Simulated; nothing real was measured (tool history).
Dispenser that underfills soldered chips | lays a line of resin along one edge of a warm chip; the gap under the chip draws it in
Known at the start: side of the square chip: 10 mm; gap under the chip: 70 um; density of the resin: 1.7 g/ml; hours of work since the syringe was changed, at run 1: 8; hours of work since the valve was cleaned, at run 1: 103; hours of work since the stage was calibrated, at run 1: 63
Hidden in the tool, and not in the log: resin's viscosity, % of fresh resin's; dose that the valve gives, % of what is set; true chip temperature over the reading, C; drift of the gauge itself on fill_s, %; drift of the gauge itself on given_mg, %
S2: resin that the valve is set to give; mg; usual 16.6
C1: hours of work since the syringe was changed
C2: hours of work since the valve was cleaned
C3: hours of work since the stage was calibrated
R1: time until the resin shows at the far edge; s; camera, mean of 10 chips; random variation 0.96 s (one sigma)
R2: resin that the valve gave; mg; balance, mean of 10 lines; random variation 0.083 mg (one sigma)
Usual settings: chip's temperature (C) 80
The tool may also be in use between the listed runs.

Run 1, hour 0.0: usual settings; C1 8; C2 103; C3 63. Result: R1 133.9 s, R2 15.15 mg.
At hour 3.8: new syringe of resin.
Run 2, hour 4.9: usual settings; C1 1; C2 106; C3 66. Result: R1 95.8 s, R2 15.19 mg.
Run 3, hour 11.8: usual settings; C1 5; C2 110; C3 70. Result: R1 113.8 s, R2 15.01 mg.
Run 4, hour 17.1: usual settings; C1 8; C2 113; C3 74. Result: R1 131.4 s, R2 15.14 mg.
At hour 20.3: new syringe of resin.
Run 5, hour 21.3: usual settings but S2 19.0 mg; C1 1; C2 116; C3 76. Result: R1 92.3 s, R2 17.09 mg.
Run 6, hour 27.9: usual settings; C1 5; C2 120; C3 80. Result: R1 116.2 s, R2 15.06 mg.
Run 7, hour 33.8: usual settings but chip's temperature (C) 91, S2 20.2 mg; C1 8; C2 124; C3 84. Result: R1 90.3 s, R2 18.06 mg.
At hour 35.6: dispensing valve cleaned and set on the balance.
At hour 37.8: new syringe of resin.
Run 8, hour 40.6: usual settings but chip's temperature (C) 91, S2 20.2 mg; C1 2; C2 3; C3 87. Result: R1 69.8 s, R2 20.49 mg.
Run 9, hour 44.9: usual settings but chip's temperature (C) 91, S2 20.2 mg; C1 4; C2 6; C3 90. Result: R1 75.9 s, R2 20.16 mg.
Run 10, hour 48.8: usual settings but chip's temperature (C) 73, S2 17.6 mg; C1 7; C2 8; C3 92. Result: R1 155.3 s, R2 17.59 mg.
Run 11, hour 51.7: usual settings but chip's temperature (C) 71, S2 15.0 mg; C1 9; C2 10; C3 94. Result: R1 183.7 s, R2 15.01 mg.
At hour 54.4: new syringe of resin.
Run 12, hour 58.3: usual settings but chip's temperature (C) 71, S2 15.0 mg; C1 2; C2 14; C3 98. Result: R1 138.7 s, R2 14.75 mg.

Forecast each of these 5 alternatives for the next run:
Run A, hour 64.6: usual settings but chip's temperature (C) 68; C1 6; C2 17; C3 102. Result: R1 ?, R2 ?.
Run B, hour 64.6: usual settings but chip's temperature (C) 71, S2 14.2 mg; C1 6; C2 17; C3 102. Result: R1 ?, R2 ?.
Run C, hour 64.6: usual settings but chip's temperature (C) 81, S2 21.3 mg; C1 6; C2 17; C3 102. Result: R1 ?, R2 ?.
Run D, hour 64.6: usual settings but chip's temperature (C) 92, S2 20.2 mg; C1 6; C2 17; C3 102. Result: R1 ?, R2 ?.
Run E, hour 64.6: usual settings but S2 19.9 mg; C1 6; C2 17; C3 102. Result: R1 ?, R2 ?.

run     R1     R2
  A  180.3  16.46
  B  169.6  14.13
  C  113.5  21.15
  D   81.5  19.81
  E  117.1  19.76
Without the tool's hidden state the same runs would have given:
run     R1     R2
  A  136.9  16.66
  B  128.5  14.30
  C   86.4  21.41
  D   61.9  20.05
  E   89.1  19.99
